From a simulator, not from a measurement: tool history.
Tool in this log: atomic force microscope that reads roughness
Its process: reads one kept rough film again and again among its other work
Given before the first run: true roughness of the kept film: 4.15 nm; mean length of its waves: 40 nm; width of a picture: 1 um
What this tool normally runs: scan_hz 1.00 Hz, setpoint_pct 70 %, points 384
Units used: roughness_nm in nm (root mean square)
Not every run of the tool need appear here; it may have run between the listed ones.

Run 1, hour 0.0: usual settings. Result: roughness_nm 3.325 nm (root mean square).
Run 2, hour 17.6: usual settings. Result: roughness_nm 3.167 nm (root mean square).
Run 3, hour 26.8: usual settings. Result: roughness_nm 3.119 nm (root mean square).
Run 4, hour 44.6: usual settings. Result: roughness_nm 2.995 nm (root mean square).
Run 5, hour 53.1: usual settings. Result: roughness_nm 2.927 nm (root mean square).
Run 6, hour 60.6: usual settings but setpoint_pct 65 %. Result: roughness_nm 2.906 nm (root mean square).
At hour 70.3: new tip fitted.
Run 7, hour 74.9: usual settings but setpoint_pct 65 %, points 710. Result: roughness_nm 3.576 nm (root mean square).
Run 8, hour 83.5: usual settings but scan_hz 0.89 Hz, setpoint_pct 65 %, points 710. Result: roughness_nm 3.514 nm (root mean square).
Run 9, hour 98.3: usual settings but setpoint_pct 72 %, points 1006. Result: roughness_nm 3.342 nm (root mean square).
Run 10, hour 109.1: usual settings but scan_hz 1.16 Hz, setpoint_pct 72 %, points 674. Result: roughness_nm 3.254 nm (root mean square).
Run 11, hour 126.6: usual settings but scan_hz 3.62 Hz, setpoint_pct 56 %, points 325. Result: roughness_nm 3.089 nm (root mean square).
Run 12, hour 134.1: usual settings but scan_hz 0.60 Hz, setpoint_pct 67 %. Result: roughness_nm 3.128 nm (root mean square).

What if the next run were any one of these 5? Each begins from the tool's condition after run 12:
Run A, hour 150.4: usual settings but points 661. Result: roughness_nm ?.
Run B, hour 150.4: usual settings but scan_hz 0.60 Hz, setpoint_pct 73 %, points 653. Result: roughness_nm ?.
Run C, hour 150.4: usual settings but scan_hz 3.18 Hz, setpoint_pct 69 %, points 798. Result: roughness_nm ?.
Run D, hour 150.4: usual settings but scan_hz 2.46 Hz, setpoint_pct 57 %, points 325. Result: roughness_nm ?.
Run E, hour 150.4: usual settings but scan_hz 1.11 Hz, points 699. Result: roughness_nm ?.

run  roughness_nm
  A         2.988
  B         3.025
  C         2.803
  D         2.957
  E         2.992
Without the tool's unlogged condition, the same runs would have read:
run  roughness_nm
  A         3.639
  B         3.684
  C         3.415
  D         3.603
  E         3.646

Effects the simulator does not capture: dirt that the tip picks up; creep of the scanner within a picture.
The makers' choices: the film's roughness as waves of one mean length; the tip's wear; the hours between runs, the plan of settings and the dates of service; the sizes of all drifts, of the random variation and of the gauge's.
